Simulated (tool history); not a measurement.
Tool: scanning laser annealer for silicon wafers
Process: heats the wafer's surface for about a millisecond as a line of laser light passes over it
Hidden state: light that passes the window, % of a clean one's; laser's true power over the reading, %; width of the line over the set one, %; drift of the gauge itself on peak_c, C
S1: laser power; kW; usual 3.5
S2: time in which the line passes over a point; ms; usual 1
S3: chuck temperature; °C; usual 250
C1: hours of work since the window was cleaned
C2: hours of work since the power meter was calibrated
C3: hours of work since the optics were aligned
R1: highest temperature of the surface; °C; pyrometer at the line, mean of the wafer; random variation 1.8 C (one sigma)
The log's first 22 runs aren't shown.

{"run": 23, "hour": 954.8, "S1": 3.275, "S2": 0.85, "S3": 250, "C1": 129, "C2": 2421, "C3": 840, "R1": 919}
{"run": 24, "hour": 1015.3, "S1": 3.275, "S2": 0.87, "S3": 257, "C1": 172, "C2": 2464, "C3": 883, "R1": 930}
{"run": 25, "hour": 1066.7, "S1": 3.164, "S2": 0.87, "S3": 257, "C1": 209, "C2": 2501, "C3": 920, "R1": 907}
{"run": 26, "hour": 1105.2, "S1": 3.164, "S2": 0.87, "S3": 257, "C1": 236, "C2": 2528, "C3": 948, "R1": 905}
{"run": 27, "hour": 1143.8, "S1": 3.164, "S2": 0.87, "S3": 257, "C1": 264, "C2": 2556, "C3": 975, "R1": 904}
{"run": 28, "hour": 1200.7, "S1": 3.5, "S2": 0.72, "S3": 240, "C1": 305, "C2": 2597, "C3": 1016, "R1": 896}
{"hour": 1235.1, "done": "optics aligned, line set to its width"}
{"run": 29, "hour": 1251.1, "S1": 3.5, "S2": 0.72, "S3": 240, "C1": 337, "C2": 2629, "C3": 11, "R1": 909}
{"run": 30, "hour": 1280.2, "S1": 3.553, "S2": 1, "S3": 250, "C1": 358, "C2": 2650, "C3": 32, "R1": 1030}
{"run": 31, "hour": 1309.2, "S1": 3.246, "S2": 1.14, "S3": 266, "C1": 379, "C2": 2671, "C3": 53, "R1": 1017}
{"run": 32, "hour": 1333.7, "S1": 3.246, "S2": 1.14, "S3": 266, "C1": 396, "C2": 2688, "C3": 71, "R1": 1021}
{"run": 33, "hour": 1374.7, "S1": 3.76, "S2": 1, "S3": 286, "C1": 426, "C2": 2718, "C3": 100, "R1": 1108}
{"run": 34, "hour": 1409.9, "S1": 3.76, "S2": 1, "S3": 286, "C1": 451, "C2": 2743, "C3": 125, "R1": 1102}
{"run": 35, "hour": 1462.6, "S1": 3.437, "S2": 1.15, "S3": 239, "C1": 489, "C2": 2781, "C3": 163, "R1": 1036}
{"run": 36, "hour": 1494.0, "S1": 3.594, "S2": 1, "S3": 260, "C1": 511, "C2": 2803, "C3": 185, "R1": 1040}
{"run": 37, "hour": 1538.6, "S1": 3.74, "S2": 0.79, "S3": 238, "C1": 543, "C2": 2835, "C3": 217, "R1": 972}
{"run": 38, "hour": 1571.2, "S1": 3.657, "S2": 0.95, "S3": 250, "C1": 566, "C2": 2859, "C3": 241, "R1": 1024}
{"run": 39, "hour": 1609.5, "S1": 3.197, "S2": 0.78, "S3": 250, "C1": 594, "C2": 2886, "C3": 268, "R1": 872}
{"run": 40, "hour": 1635.9, "S1": 3.556, "S2": 1.12, "S3": 272, "C1": 613, "C2": 2905, "C3": 287, "R1": 1079}

5 ways to go on from here, each from the tool as it stands after run 40. What would each give?
{"run": "A", "hour": 1671.2, "S1": 3.288, "S2": 1, "S3": 250, "C1": 638, "C2": 2930, "C3": 312, "R1": "?"}
{"run": "B", "hour": 1671.2, "S1": 3.556, "S2": 0.81, "S3": 254, "C1": 638, "C2": 2930, "C3": 312, "R1": "?"}
{"run": "C", "hour": 1671.2, "S1": 3.052, "S2": 1, "S3": 250, "C1": 638, "C2": 2930, "C3": 312, "R1": "?"}
{"run": "D", "hour": 1671.2, "S1": 3.5, "S2": 1, "S3": 261, "C1": 638, "C2": 2930, "C3": 312, "R1": "?"}
{"run": "E", "hour": 1671.2, "S1": 3.556, "S2": 1.12, "S3": 281, "C1": 638, "C2": 2930, "C3": 312, "R1": "?"}

run=A R1=962
run=B R1=958
run=C R1=911
run=D R1=1018
run=E R1=1089
Without the tool's hidden state the same runs would have given:
run=A R1=973
run=B R1=968
run=C R1=921
run=D R1=1029
run=E R1=1101
